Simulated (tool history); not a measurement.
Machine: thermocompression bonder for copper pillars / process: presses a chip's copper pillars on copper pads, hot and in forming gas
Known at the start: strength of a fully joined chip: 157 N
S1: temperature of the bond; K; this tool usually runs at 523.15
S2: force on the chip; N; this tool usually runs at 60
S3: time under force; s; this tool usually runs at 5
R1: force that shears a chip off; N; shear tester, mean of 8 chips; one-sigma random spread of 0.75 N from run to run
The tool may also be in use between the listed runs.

run,day,S1,S2,S3,R1
1,0,523.15,60,5,44.9
2,1,523.15,60,5,43.2
3,2.038,523.15,60,5,43.3
4,3.583,523.15,60,3,35.1
# day 4.583: heater calibrated with a thermocouple chip
5,5.1,523.15,60,3,42.3
6,6.633,523.15,60,3,41.2
7,7.304,523.15,60,3,41.4
8,8.879,523.15,60,3,39.7
9,10.371,523.15,60,3,39.5
10,11.371,523.15,60,5,49.9
11,12.188,494.15,69,5,34.1
12,13.167,521.15,69,7,59.1
# day 13.871: forming gas filter changed
13,14.362,519.15,77,14,83.8
14,15.508,506.15,49,5,34.5
15,17.017,543.15,44,5,57.2
16,18.083,543.15,44,10,71.7
17,19.129,550.15,79,4,78.6
18,20.383,505.15,79,4,40.7
19,21.483,505.15,79,4,39.6
20,22.754,505.15,79,4,40.1

Branching from run 20: 4 alternative next runs. What would each branch give?
A,23.796,523.15,60,3,?
B,23.796,505.15,58,4,?
C,23.796,523.15,64,12,?
D,23.796,523.15,60,5,?

run,R1
A,39.1
B,33.4
C,72
D,48.4
Stripped of hidden state, with their random variation kept, the same runs would have yielded:
run,R1
A,45.3
B,39
C,81.6
D,55.7

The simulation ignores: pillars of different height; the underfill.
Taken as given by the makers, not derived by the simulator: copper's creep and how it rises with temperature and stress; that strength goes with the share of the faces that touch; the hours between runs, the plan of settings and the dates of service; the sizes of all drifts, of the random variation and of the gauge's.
